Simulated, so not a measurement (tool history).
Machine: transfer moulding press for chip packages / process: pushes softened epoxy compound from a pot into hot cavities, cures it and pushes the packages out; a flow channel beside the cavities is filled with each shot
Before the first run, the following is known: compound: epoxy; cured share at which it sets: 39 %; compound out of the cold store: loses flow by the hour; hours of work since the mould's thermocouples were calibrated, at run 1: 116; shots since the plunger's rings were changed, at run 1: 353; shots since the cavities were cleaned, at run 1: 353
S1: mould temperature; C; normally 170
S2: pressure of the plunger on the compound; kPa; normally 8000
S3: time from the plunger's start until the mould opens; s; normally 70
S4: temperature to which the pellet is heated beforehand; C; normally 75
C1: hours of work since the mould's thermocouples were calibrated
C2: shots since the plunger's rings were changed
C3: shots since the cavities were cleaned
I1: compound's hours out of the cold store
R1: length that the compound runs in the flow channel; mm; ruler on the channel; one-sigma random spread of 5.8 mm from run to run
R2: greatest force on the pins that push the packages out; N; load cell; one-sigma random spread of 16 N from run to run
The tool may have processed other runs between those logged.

{"run": 1, "hour": 0.0, "S1": 170, "S2": 8000, "S3": 70, "S4": 75, "C1": 116, "C2": 353, "C3": 353, "I1": 39.7, "R1": 907, "R2": 679}
{"hour": 64.6, "done": "cavities cleaned with cleaning compound and waxed"}
{"run": 2, "hour": 64.6, "S1": 170, "S2": 8000, "S3": 70, "S4": 70, "C1": 152, "C2": 1197, "C3": 0, "I1": 33.2, "R1": 942, "R2": 716}
{"run": 3, "hour": 117.7, "S1": 170, "S2": 8010, "S3": 70, "S4": 70, "C1": 182, "C2": 1907, "C3": 710, "I1": 47.8, "R1": 884, "R2": 671}
{"hour": 156.8, "done": "cavities cleaned with cleaning compound and waxed"}
{"run": 4, "hour": 163.0, "S1": 170, "S2": 8010, "S3": 70, "S4": 70, "C1": 207, "C2": 2493, "C3": 82, "I1": 20.5, "R1": 1007, "R2": 774}
{"run": 5, "hour": 199.2, "S1": 170, "S2": 8000, "S3": 70, "S4": 75, "C1": 228, "C2": 2978, "C3": 567, "I1": 44.3, "R1": 900, "R2": 708}
{"hour": 251.0, "done": "cavities cleaned with cleaning compound and waxed"}
{"hour": 270.9, "done": "plunger's sealing rings changed"}
{"run": 6, "hour": 284.6, "S1": 177, "S2": 8000, "S3": 70, "S4": 75, "C1": 274, "C2": 183, "C3": 415, "I1": 18.4, "R1": 991, "R2": 489}
{"hour": 344.3, "done": "cavities cleaned with cleaning compound and waxed"}
{"run": 7, "hour": 351.4, "S1": 177, "S2": 8000, "S3": 70, "S4": 75, "C1": 312, "C2": 1057, "C3": 95, "I1": 17.1, "R1": 994, "R2": 493}
{"run": 8, "hour": 390.5, "S1": 177, "S2": 8000, "S3": 70, "S4": 75, "C1": 334, "C2": 1580, "C3": 618, "I1": 19.0, "R1": 987, "R2": 481}
{"hour": 436.6, "done": "cavities cleaned with cleaning compound and waxed"}
{"hour": 444.5, "done": "mould's thermocouples calibrated"}
{"run": 9, "hour": 455.6, "S1": 177, "S2": 8000, "S3": 70, "S4": 75, "C1": 6, "C2": 2404, "C3": 227, "I1": 33.7, "R1": 922, "R2": 475}
{"run": 10, "hour": 515.7, "S1": 170, "S2": 8000, "S3": 70, "S4": 75, "C1": 41, "C2": 3208, "C3": 1031, "I1": 31.3, "R1": 959, "R2": 717}
{"hour": 531.9, "done": "cavities cleaned with cleaning compound and waxed"}
{"run": 11, "hour": 555.5, "S1": 170, "S2": 8000, "S3": 70, "S4": 75, "C1": 62, "C2": 3720, "C3": 315, "I1": 13.8, "R1": 1043, "R2": 792}
{"hour": 569.1, "done": "plunger's sealing rings changed"}
{"run": 12, "hour": 600.4, "S1": 170, "S2": 8000, "S3": 70, "S4": 75, "C1": 87, "C2": 419, "C3": 883, "I1": 18.8, "R1": 1017, "R2": 759}
{"hour": 626.7, "done": "cavities cleaned with cleaning compound and waxed"}
{"run": 13, "hour": 682.3, "S1": 170, "S2": 8000, "S3": 70, "S4": 75, "C1": 132, "C2": 1493, "C3": 742, "I1": 24.7, "R1": 988, "R2": 734}
{"hour": 718.0, "done": "cavities cleaned with cleaning compound and waxed"}
{"run": 14, "hour": 762.9, "S1": 170, "S2": 8000, "S3": 70, "S4": 75, "C1": 178, "C2": 2552, "C3": 601, "I1": 42.6, "R1": 899, "R2": 710}
{"run": 15, "hour": 796.6, "S1": 170, "S2": 8000, "S3": 50, "S4": 77, "C1": 197, "C2": 3002, "C3": 1051, "I1": 19.7, "R1": 1015, "R2": 1668}
{"hour": 810.2, "done": "cavities cleaned with cleaning compound and waxed"}
{"hour": 865.7, "done": "plunger's sealing rings changed"}
{"run": 16, "hour": 881.9, "S1": 170, "S2": 8000, "S3": 50, "S4": 77, "C1": 243, "C2": 216, "C3": 925, "I1": 20.8, "R1": 1003, "R2": 1664}
{"hour": 908.8, "done": "cavities cleaned with cleaning compound and waxed"}
{"run": 17, "hour": 935.8, "S1": 170, "S2": 8000, "S3": 70, "S4": 81, "C1": 273, "C2": 917, "C3": 361, "I1": 46.8, "R1": 882, "R2": 643}
{"hour": 1000.3, "done": "cavities cleaned with cleaning compound and waxed"}
{"run": 18, "hour": 1000.3, "S1": 168, "S2": 7140, "S3": 70, "S4": 75, "C1": 309, "C2": 1760, "C3": 0, "I1": 37.0, "R1": 878, "R2": 799}
{"run": 19, "hour": 1079.5, "S1": 170, "S2": 8630, "S3": 70, "S4": 75, "C1": 354, "C2": 2819, "C3": 1059, "I1": 37.1, "R1": 959, "R2": 687}
{"hour": 1094.4, "done": "mould's thermocouples calibrated"}
{"hour": 1095.9, "done": "cavities cleaned with cleaning compound and waxed"}
{"run": 20, "hour": 1130.1, "S1": 170, "S2": 8630, "S3": 70, "S4": 75, "C1": 20, "C2": 3449, "C3": 458, "I1": 24.2, "R1": 1030, "R2": 745}
{"hour": 1162.0, "done": "plunger's sealing rings changed"}
{"run": 21, "hour": 1182.3, "S1": 170, "S2": 8000, "S3": 70, "S4": 77, "C1": 48, "C2": 272, "C3": 1123, "I1": 21.8, "R1": 1011, "R2": 718}
{"hour": 1193.9, "done": "cavities cleaned with cleaning compound and waxed"}
{"run": 22, "hour": 1256.1, "S1": 162, "S2": 8000, "S3": 70, "S4": 66, "C1": 89, "C2": 1239, "C3": 833, "I1": 23.6, "R1": 1040, "R2": 1356}
{"hour": 1286.6, "done": "cavities cleaned with cleaning compound and waxed"}
{"run": 23, "hour": 1322.6, "S1": 164, "S2": 8000, "S3": 109, "S4": 75, "C1": 126, "C2": 2108, "C3": 481, "I1": 27.0, "R1": 992, "R2": 472}
{"hour": 1382.1, "done": "cavities cleaned with cleaning compound and waxed"}
{"run": 24, "hour": 1382.1, "S1": 163, "S2": 8000, "S3": 109, "S4": 75, "C1": 159, "C2": 2884, "C3": 0, "I1": 27.2, "R1": 1008, "R2": 470}
{"run": 25, "hour": 1430.4, "S1": 170, "S2": 6120, "S3": 70, "S4": 75, "C1": 187, "C2": 3531, "C3": 647, "I1": 16.9, "R1": 902, "R2": 740}
{"hour": 1461.1, "done": "plunger's sealing rings changed"}
{"hour": 1481.0, "done": "cavities cleaned with cleaning compound and waxed"}
{"run": 26, "hour": 1515.8, "S1": 170, "S2": 8000, "S3": 50, "S4": 67, "C1": 233, "C2": 712, "C3": 465, "I1": 46.2, "R1": 896, "R2": 1515}
{"run": 27, "hour": 1564.8, "S1": 169, "S2": 8040, "S3": 50, "S4": 67, "C1": 261, "C2": 1367, "C3": 1120, "I1": 25.0, "R1": 991, "R2": 1687}

Here are 3 independent what-if runs from the current tool condition. What would each one return?
{"hour": 1577.0, "done": "cavities cleaned with cleaning compound and waxed"}
{"run": "A", "hour": 1604.7, "S1": 173, "S2": 8040, "S3": 50, "S4": 78, "C1": 283, "C2": 1882, "C3": 372, "I1": 43.3, "R1": "?", "R2": "?"}
{"hour": 1577.0, "done": "cavities cleaned with cleaning compound and waxed"}
{"run": "B", "hour": 1604.7, "S1": 170, "S2": 7860, "S3": 50, "S4": 65, "C1": 283, "C2": 1882, "C3": 372, "I1": 9.7, "R1": "?", "R2": "?"}
{"hour": 1577.0, "done": "cavities cleaned with cleaning compound and waxed"}
{"run": "C", "hour": 1604.7, "S1": 170, "S2": 6770, "S3": 89, "S4": 75, "C1": 283, "C2": 1882, "C3": 372, "I1": 47.1, "R1": "?", "R2": "?"}

run=A R1=883 R2=1282
run=B R1=1072 R2=1760
run=C R1=821 R2=461
Take away the tool's hidden state, keep each run's random variation, and the runs would have read:
run=A R1=884 R2=1270
run=B R1=1072 R2=1744
run=C R1=822 R2=457
